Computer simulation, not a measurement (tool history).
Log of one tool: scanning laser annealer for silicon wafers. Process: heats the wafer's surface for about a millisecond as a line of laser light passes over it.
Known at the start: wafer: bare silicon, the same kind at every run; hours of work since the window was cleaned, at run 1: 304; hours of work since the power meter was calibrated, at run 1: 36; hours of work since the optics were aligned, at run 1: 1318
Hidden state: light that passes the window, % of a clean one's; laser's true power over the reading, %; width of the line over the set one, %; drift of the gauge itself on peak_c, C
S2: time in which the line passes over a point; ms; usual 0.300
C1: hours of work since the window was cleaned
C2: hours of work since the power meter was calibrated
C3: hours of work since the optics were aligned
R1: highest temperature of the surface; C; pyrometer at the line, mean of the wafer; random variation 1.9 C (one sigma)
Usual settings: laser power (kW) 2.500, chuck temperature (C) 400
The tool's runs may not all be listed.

run 1 hour=0.0 | laser_power_(kW)=2.500 S2=0.300 chuck_temperature_(C)=400 | C1=304 C2=36 C3=1318 | R1=1087
run 2 hour=12.7 | laser_power_(kW)=2.500 S2=0.300 chuck_temperature_(C)=400 | C1=311 C2=43 C3=1324 | R1=1089
run 3 hour=19.0 | laser_power_(kW)=2.500 S2=0.300 chuck_temperature_(C)=400 | C1=314 C2=46 C3=1328 | R1=1086
run 4 hour=25.0 | laser_power_(kW)=2.500 S2=0.300 chuck_temperature_(C)=400 | C1=317 C2=50 C3=1331 | R1=1087
run 5 hour=31.5 | laser_power_(kW)=2.500 S2=0.300 chuck_temperature_(C)=400 | C1=321 C2=53 C3=1335 | R1=1086
run 6 hour=43.1 | laser_power_(kW)=2.500 S2=0.300 chuck_temperature_(C)=400 | C1=327 C2=59 C3=1341 | R1=1083
run 7 hour=51.1 | laser_power_(kW)=2.500 S2=0.300 chuck_temperature_(C)=400 | C1=331 C2=64 C3=1345 | R1=1085
run 8 hour=61.3 | laser_power_(kW)=2.500 S2=0.300 chuck_temperature_(C)=400 | C1=337 C2=69 C3=1351 | R1=1084
run 9 hour=72.5 | laser_power_(kW)=2.500 S2=0.300 chuck_temperature_(C)=400 | C1=343 C2=75 C3=1357 | R1=1084
run 10 hour=83.3 | laser_power_(kW)=2.500 S2=0.300 chuck_temperature_(C)=400 | C1=349 C2=81 C3=1363 | R1=1083
run 11 hour=91.7 | laser_power_(kW)=2.500 S2=0.300 chuck_temperature_(C)=400 | C1=353 C2=86 C3=1367 | R1=1083
run 12 hour=98.3 | laser_power_(kW)=2.500 S2=0.300 chuck_temperature_(C)=400 | C1=357 C2=89 C3=1371 | R1=1082
run 13 hour=107.5 | laser_power_(kW)=2.500 S2=0.300 chuck_temperature_(C)=393 | C1=362 C2=94 C3=1376 | R1=1078
run 14 hour=121.0 | laser_power_(kW)=2.500 S2=0.300 chuck_temperature_(C)=400 | C1=369 C2=101 C3=1383 | R1=1083
run 15 hour=129.7 | laser_power_(kW)=2.229 S2=0.300 chuck_temperature_(C)=400 | C1=374 C2=106 C3=1388 | R1=996
run 16 hour=135.8 | laser_power_(kW)=2.229 S2=0.300 chuck_temperature_(C)=400 | C1=377 C2=109 C3=1391 | R1=998
run 17 hour=143.4 | laser_power_(kW)=2.229 S2=0.300 chuck_temperature_(C)=400 | C1=381 C2=113 C3=1395 | R1=998
run 18 hour=152.5 | laser_power_(kW)=2.580 S2=0.223 chuck_temperature_(C)=364 | C1=386 C2=118 C3=1400 | R1=978
run 19 hour=158.6 | laser_power_(kW)=2.315 S2=0.323 chuck_temperature_(C)=421 | C1=389 C2=122 C3=1403 | R1=1063
run 20 hour=169.0 | laser_power_(kW)=2.336 S2=0.300 chuck_temperature_(C)=385 | C1=395 C2=127 C3=1409 | R1=1015
run 21 hour=174.8 | laser_power_(kW)=2.286 S2=0.221 chuck_temperature_(C)=400 | C1=398 C2=130 C3=1412 | R1=928
run 22 hour=184.5 | laser_power_(kW)=2.451 S2=0.217 chuck_temperature_(C)=429 | C1=403 C2=136 C3=1417 | R1=999
-- hour=189.9 window over the wafer cleaned
run 23 hour=194.0 | laser_power_(kW)=2.705 S2=0.344 chuck_temperature_(C)=432 | C1=2 C2=140 C3=1421 | R1=1266
run 24 hour=204.7 | laser_power_(kW)=2.658 S2=0.270 chuck_temperature_(C)=377 | C1=8 C2=145 C3=1427 | R1=1102
run 25 hour=215.8 | laser_power_(kW)=2.658 S2=0.270 chuck_temperature_(C)=377 | C1=14 C2=151 C3=1433 | R1=1104
run 26 hour=226.1 | laser_power_(kW)=2.658 S2=0.270 chuck_temperature_(C)=377 | C1=20 C2=157 C3=1438 | R1=1102
run 27 hour=234.8 | laser_power_(kW)=2.658 S2=0.270 chuck_temperature_(C)=377 | C1=24 C2=162 C3=1443 | R1=1100

Forecast each of these 3 alternatives for the next run:
run A hour=241.9 | laser_power_(kW)=2.658 S2=0.336 chuck_temperature_(C)=427 | C1=28 C2=166 C3=1447 | R1=?
run B hour=241.9 | laser_power_(kW)=2.658 S2=0.217 chuck_temperature_(C)=377 | C1=28 C2=166 C3=1447 | R1=?
run C hour=241.9 | laser_power_(kW)=2.136 S2=0.301 chuck_temperature_(C)=386 | C1=28 C2=166 C3=1447 | R1=?

run=A R1=1233
run=B R1=1031
run=C R1=984
Without the tool's hidden state the same runs would have given:
run=A R1=1240
run=B R1=1036
run=C R1=989
